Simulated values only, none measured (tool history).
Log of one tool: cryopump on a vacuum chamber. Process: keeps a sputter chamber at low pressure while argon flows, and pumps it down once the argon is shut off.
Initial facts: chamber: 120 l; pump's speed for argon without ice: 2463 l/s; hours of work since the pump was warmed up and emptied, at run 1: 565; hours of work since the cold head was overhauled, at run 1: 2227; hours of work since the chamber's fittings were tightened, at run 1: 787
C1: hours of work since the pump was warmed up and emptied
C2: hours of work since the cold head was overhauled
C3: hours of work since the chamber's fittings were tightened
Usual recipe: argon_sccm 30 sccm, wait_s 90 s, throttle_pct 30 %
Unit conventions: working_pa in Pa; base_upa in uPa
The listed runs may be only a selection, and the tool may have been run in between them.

run 1 day=0 | argon_sccm=30 wait_s=90 throttle_pct=30 | C1=565 C2=2227 C3=787 | working_pa=0.0761 base_upa=0.46
run 2 day=3.154 | argon_sccm=49 wait_s=90 throttle_pct=30 | C1=607 C2=2269 C3=829 | working_pa=0.1239 base_upa=0.47
run 3 day=7.329 | argon_sccm=49 wait_s=90 throttle_pct=30 | C1=662 C2=2324 C3=884 | working_pa=0.127 base_upa=0.51
run 4 day=11.633 | argon_sccm=49 wait_s=81 throttle_pct=30 | C1=720 C2=2382 C3=941 | working_pa=0.1289 base_upa=0.51
run 5 day=15.542 | argon_sccm=30 wait_s=90 throttle_pct=19 | C1=772 C2=2434 C3=993 | working_pa=0.1209 base_upa=0.52
-- day=18.312 pump warmed up, emptied and cooled again
run 6 day=19.967 | argon_sccm=30 wait_s=173 throttle_pct=30 | C1=22 C2=2490 C3=1050 | working_pa=0.0705 base_upa=0.33
run 7 day=22.738 | argon_sccm=30 wait_s=173 throttle_pct=30 | C1=59 C2=2527 C3=1087 | working_pa=0.0706 base_upa=0.34
run 8 day=27.008 | argon_sccm=30 wait_s=173 throttle_pct=30 | C1=116 C2=2584 C3=1143 | working_pa=0.0712 base_upa=0.35
run 9 day=30.833 | argon_sccm=30 wait_s=173 throttle_pct=40 | C1=167 C2=2635 C3=1194 | working_pa=0.0529 base_upa=0.37
run 10 day=35.017 | argon_sccm=30 wait_s=173 throttle_pct=40 | C1=222 C2=2690 C3=1250 | working_pa=0.0535 base_upa=0.37
run 11 day=38.479 | argon_sccm=30 wait_s=173 throttle_pct=40 | C1=269 C2=2736 C3=1296 | working_pa=0.0543 base_upa=0.42
run 12 day=40.367 | argon_sccm=30 wait_s=90 throttle_pct=17 | C1=294 C2=2762 C3=1321 | working_pa=0.1252 base_upa=0.48
run 13 day=42.242 | argon_sccm=30 wait_s=90 throttle_pct=17 | C1=319 C2=2787 C3=1346 | working_pa=0.1246 base_upa=0.45
run 14 day=45.208 | argon_sccm=30 wait_s=90 throttle_pct=17 | C1=358 C2=2826 C3=1386 | working_pa=0.125 base_upa=0.51
run 15 day=49.238 | argon_sccm=30 wait_s=90 throttle_pct=17 | C1=412 C2=2880 C3=1439 | working_pa=0.1274 base_upa=0.5
run 16 day=52.842 | argon_sccm=30 wait_s=90 throttle_pct=17 | C1=460 C2=2928 C3=1487 | working_pa=0.1275 base_upa=0.52
run 17 day=57.042 | argon_sccm=30 wait_s=90 throttle_pct=17 | C1=516 C2=2984 C3=1543 | working_pa=0.1273 base_upa=0.54
run 18 day=60.621 | argon_sccm=37 wait_s=90 throttle_pct=30 | C1=563 C2=3031 C3=1591 | working_pa=0.093 base_upa=0.56
run 19 day=63.646 | argon_sccm=17 wait_s=77 throttle_pct=24 | C1=604 C2=3072 C3=1631 | working_pa=0.0536 base_upa=0.59
run 20 day=65.688 | argon_sccm=17 wait_s=77 throttle_pct=24 | C1=631 C2=3099 C3=1658 | working_pa=0.0537 base_upa=0.61
run 21 day=68.138 | argon_sccm=17 wait_s=81 throttle_pct=18 | C1=663 C2=3131 C3=1691 | working_pa=0.0695 base_upa=0.59
run 22 day=71.054 | argon_sccm=50 wait_s=182 throttle_pct=37 | C1=702 C2=3170 C3=1730 | working_pa=0.1091 base_upa=0.54
run 23 day=74.112 | argon_sccm=28 wait_s=88 throttle_pct=20 | C1=743 C2=3211 C3=1771 | working_pa=0.1061 base_upa=0.57
run 24 day=78.562 | argon_sccm=30 wait_s=53 throttle_pct=30 | C1=802 C2=3270 C3=1830 | working_pa=0.0806 base_upa=0.78
-- day=79.112 pump warmed up, emptied and cooled again
run 25 day=80.912 | argon_sccm=30 wait_s=53 throttle_pct=30 | C1=24 C2=3299 C3=1858 | working_pa=0.0697 base_upa=0.63
run 26 day=84.825 | argon_sccm=30 wait_s=53 throttle_pct=30 | C1=76 C2=3351 C3=1911 | working_pa=0.0708 base_upa=0.65
run 27 day=88.362 | argon_sccm=30 wait_s=26 throttle_pct=32 | C1=123 C2=3398 C3=1958 | working_pa=0.0657 base_upa=0.93
run 28 day=92.858 | argon_sccm=32 wait_s=77 throttle_pct=33 | C1=183 C2=3458 C3=2018 | working_pa=0.0691 base_upa=0.56
run 29 day=96.304 | argon_sccm=39 wait_s=20 throttle_pct=44 | C1=229 C2=3504 C3=2063 | working_pa=0.0645 base_upa=1.16
run 30 day=100.725 | argon_sccm=40 wait_s=245 throttle_pct=16 | C1=288 C2=3563 C3=2122 | working_pa=0.1771 base_upa=0.48
run 31 day=104.804 | argon_sccm=38 wait_s=24 throttle_pct=45 | C1=342 C2=3617 C3=2177 | working_pa=0.0638 base_upa=1.07
run 32 day=106.992 | argon_sccm=13 wait_s=90 throttle_pct=30 | C1=371 C2=3646 C3=2206 | working_pa=0.032 base_upa=0.64
run 33 day=111.275 | argon_sccm=14 wait_s=161 throttle_pct=15 | C1=428 C2=3703 C3=2263 | working_pa=0.0669 base_upa=0.58
run 34 day=114.817 | argon_sccm=47 wait_s=22 throttle_pct=24 | C1=475 C2=3750 C3=2310 | working_pa=0.1443 base_upa=1.17

Forecast each of these 3 alternatives for the next run:
run A day=117.854 | argon_sccm=50 wait_s=92 throttle_pct=20 | C1=516 C2=3791 C3=2350 | working_pa=? base_upa=?
run B day=117.854 | argon_sccm=41 wait_s=71 throttle_pct=35 | C1=516 C2=3791 C3=2350 | working_pa=? base_upa=?
run C day=117.854 | argon_sccm=47 wait_s=219 throttle_pct=16 | C1=516 C2=3791 C3=2350 | working_pa=? base_upa=?

run=A working_pa=0.1847 base_upa=0.65
run=B working_pa=0.0895 base_upa=0.69
run=C working_pa=0.2119 base_upa=0.59
What these runs would have given with no unlogged condition in the tool:
run=A working_pa=0.173 base_upa=0.29
run=B working_pa=0.08 base_upa=0.33
run=C working_pa=0.201 base_upa=0.23
